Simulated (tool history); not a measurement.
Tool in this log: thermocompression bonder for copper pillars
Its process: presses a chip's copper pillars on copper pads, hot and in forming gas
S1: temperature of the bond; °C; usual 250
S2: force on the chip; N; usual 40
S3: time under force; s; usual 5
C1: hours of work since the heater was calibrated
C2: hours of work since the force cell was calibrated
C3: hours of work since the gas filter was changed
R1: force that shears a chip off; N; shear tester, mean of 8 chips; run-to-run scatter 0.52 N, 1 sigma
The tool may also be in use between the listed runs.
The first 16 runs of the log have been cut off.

Run 17, hour 450.3: usual settings but S2 30 N; C1 192; C2 307; C3 31. Result: R1 28.0 N.
Run 18, hour 487.2: usual settings but S1 262 °C; C1 207; C2 323; C3 47. Result: R1 40.8 N.
Run 19, hour 521.2: usual settings but S1 262 °C; C1 222; C2 337; C3 61. Result: R1 40.6 N.
Run 20, hour 551.5: usual settings but S1 262 °C; C1 235; C2 350; C3 74. Result: R1 41.3 N.
Run 21, hour 589.7: usual settings but S1 235 °C, S2 59 N, S3 7 s; C1 251; C2 367; C3 91. Result: R1 44.3 N.
Run 22, hour 608.5: usual settings but S3 6 s; C1 259; C2 375; C3 99. Result: R1 36.8 N.
Run 23, hour 648.8: usual settings but S1 275 °C, S2 29 N, S3 13 s; C1 276; C2 392; C3 116. Result: R1 50.6 N.
Run 24, hour 681.1: usual settings but S1 240 °C; C1 290; C2 406; C3 130. Result: R1 30.8 N.
Run 25, hour 721.5: usual settings but S2 42 N, S3 13 s; C1 307; C2 423; C3 147. Result: R1 50.4 N.
Run 26, hour 743.9: usual settings but S2 38 N; C1 317; C2 432; C3 156. Result: R1 34.4 N.

Predict the results of run 27:
Run 27, hour 777.0: usual settings but S2 38 N; C1 331; C2 446; C3 170. Result: R1 ?.

{"run 27": {"R1": 33.6}}
The same run, on a tool lacking any hidden state, would have yielded R1 33.8 N.
